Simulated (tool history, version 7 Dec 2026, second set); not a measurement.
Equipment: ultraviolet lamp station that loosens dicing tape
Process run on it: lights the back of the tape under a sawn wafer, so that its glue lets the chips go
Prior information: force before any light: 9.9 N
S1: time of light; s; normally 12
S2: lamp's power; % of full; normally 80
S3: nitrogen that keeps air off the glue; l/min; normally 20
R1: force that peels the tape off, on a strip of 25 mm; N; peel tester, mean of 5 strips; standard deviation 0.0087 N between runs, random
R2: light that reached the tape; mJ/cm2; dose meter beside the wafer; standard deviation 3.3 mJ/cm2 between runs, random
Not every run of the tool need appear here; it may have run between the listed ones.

run,day,S1,S2,S3,R1,R2
1,0,12,80,20,0.359,526
2,1.85,12,80,20,0.361,533
3,2.762,12,80,20,0.359,529
4,4.404,12,80,20,0.346,530
5,5.592,12,80,20,0.358,524
6,6.442,12,80,20,0.359,534
7,7.992,12,80,20,0.346,533
8,9.096,12,90,20,0.298,599
9,10.088,12,90,20,0.298,594
10,12.079,8,80,20,0.852,351
11,13.858,8,80,20,0.874,354
12,14.754,8,80,20,0.822,353
13,15.896,22,62,12,0.26,755
14,17.154,22,62,12,0.271,746
15,18.892,12,64,36,0.392,423
16,20.483,12,64,36,0.398,423
17,21.579,6,75,36,1.207,247
18,23.562,12,80,6,0.934,530
19,25.558,12,80,6,0.94,530
20,27.1,10,80,11,0.846,446
21,28.783,12,97,32,0.223,642

Missing from the log above: 2 entries noted between runs. For each, name the pair of listed runs it sits between and say how the tool's hidden condition differs from the listed run just before to the listed run just after:
Runs 15 to 16: lamp changed (day 20.288)
  lamp's light, % of a new lamp's: 99.7 -> 100
Runs 19 to 20: window cleaned of glue's vapour (day 26.708)
  light that the window lets through, % of a clean one's: 99.9 -> 100
